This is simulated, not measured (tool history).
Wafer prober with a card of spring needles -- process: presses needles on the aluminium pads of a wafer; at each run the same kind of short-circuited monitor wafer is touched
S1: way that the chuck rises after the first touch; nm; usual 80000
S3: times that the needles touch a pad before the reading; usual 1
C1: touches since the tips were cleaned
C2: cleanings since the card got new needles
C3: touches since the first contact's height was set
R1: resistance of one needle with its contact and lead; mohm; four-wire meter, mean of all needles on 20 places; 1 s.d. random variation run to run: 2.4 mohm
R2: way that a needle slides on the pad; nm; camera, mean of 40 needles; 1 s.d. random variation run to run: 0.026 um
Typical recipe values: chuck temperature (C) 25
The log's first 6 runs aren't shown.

{"hour": 73.5, "done": "tips cleaned on abrasive film"}
{"run": 7, "hour": 82.0, "S1": 80000, "chuck temperature (C)": 25, "S3": 1, "C1": 5391, "C2": 33, "C3": 72340, "R1": 267, "R2": 16860}
{"hour": 84.5, "done": "tips cleaned on abrasive film"}
{"hour": 96.3, "done": "tips cleaned on abrasive film"}
{"run": 8, "hour": 98.8, "S1": 80000, "chuck temperature (C)": 25, "S3": 1, "C1": 1581, "C2": 35, "C3": 82899, "R1": 271, "R2": 16820}
{"hour": 107.6, "done": "tips cleaned on abrasive film"}
{"run": 9, "hour": 111.1, "S1": 80000, "chuck temperature (C)": 25, "S3": 1, "C1": 2276, "C2": 36, "C3": 90726, "R1": 270, "R2": 16870}
{"hour": 119.2, "done": "tips cleaned on abrasive film"}
{"run": 10, "hour": 122.8, "S1": 80000, "chuck temperature (C)": 25, "S3": 1, "C1": 2312, "C2": 37, "C3": 98109, "R1": 266, "R2": 16830}
{"hour": 130.3, "done": "tips cleaned on abrasive film"}
{"run": 11, "hour": 134.0, "S1": 80000, "chuck temperature (C)": 25, "S3": 2, "C1": 2333, "C2": 38, "C3": 105148, "R1": 270, "R2": 16780}
{"hour": 142.2, "done": "tips cleaned on abrasive film"}
{"hour": 153.2, "done": "tips cleaned on abrasive film"}
{"run": 12, "hour": 153.6, "S1": 83000, "chuck temperature (C)": 25, "S3": 1, "C1": 282, "C2": 40, "C3": 117555, "R1": 268, "R2": 17460}
{"hour": 164.0, "done": "tips cleaned on abrasive film"}
{"run": 13, "hour": 168.9, "S1": 80000, "chuck temperature (C)": 25, "S3": 1, "C1": 3148, "C2": 41, "C3": 127232, "R1": 271, "R2": 16830}
{"hour": 175.3, "done": "tips cleaned on abrasive film"}
{"run": 14, "hour": 181.4, "S1": 80000, "chuck temperature (C)": 25, "S3": 1, "C1": 3924, "C2": 42, "C3": 135147, "R1": 274, "R2": 16850}
{"hour": 186.8, "done": "tips cleaned on abrasive film"}
{"hour": 198.3, "done": "tips cleaned on abrasive film"}
{"run": 15, "hour": 198.3, "S1": 80000, "chuck temperature (C)": 25, "S3": 1, "C1": 0, "C2": 44, "C3": 145787, "R1": 269, "R2": 16810}
{"hour": 209.1, "done": "tips cleaned on abrasive film"}
{"run": 16, "hour": 209.1, "S1": 80000, "chuck temperature (C)": 25, "S3": 1, "C1": 0, "C2": 45, "C3": 152585, "R1": 269, "R2": 16810}
{"hour": 220.8, "done": "tips cleaned on abrasive film"}
{"run": 17, "hour": 227.4, "S1": 66000, "chuck temperature (C)": 78, "S3": 2, "C1": 4220, "C2": 46, "C3": 164206, "R1": 291, "R2": 13870}
{"hour": 232.4, "done": "tips cleaned on abrasive film"}
{"run": 18, "hour": 235.6, "S1": 66000, "chuck temperature (C)": 78, "S3": 2, "C1": 2032, "C2": 47, "C3": 169341, "R1": 284, "R2": 13890}
{"hour": 237.6, "done": "height of the first contact set anew"}
{"hour": 244.1, "done": "tips cleaned on abrasive film"}
{"run": 19, "hour": 248.0, "S1": 75000, "chuck temperature (C)": 28, "S3": 3, "C1": 2478, "C2": 48, "C3": 6555, "R1": 273, "R2": 15780}
{"hour": 255.9, "done": "tips cleaned on abrasive film"}
{"run": 20, "hour": 260.4, "S1": 70000, "chuck temperature (C)": 121, "S3": 1, "C1": 2902, "C2": 49, "C3": 14428, "R1": 300, "R2": 14710}
{"hour": 267.0, "done": "tips cleaned on abrasive film"}
{"run": 21, "hour": 271.7, "S1": 70000, "chuck temperature (C)": 34, "S3": 2, "C1": 3001, "C2": 50, "C3": 21565, "R1": 278, "R2": 14750}

The next listed run, before its measurement:
{"hour": 277.5, "done": "tips cleaned on abrasive film"}
{"hour": 288.5, "done": "tips cleaned on abrasive film"}
{"run": 22, "hour": 288.5, "S1": 95000, "chuck temperature (C)": 35, "S3": 1, "C1": 0, "C2": 52, "C3": 32148, "R1": "?", "R2": "?"}

{"run 22": {"R1": 269, "R2": 20020}}
The same run, on a tool lacking any hidden state, would have yielded R1 269 mohm, R2 20020 nm.
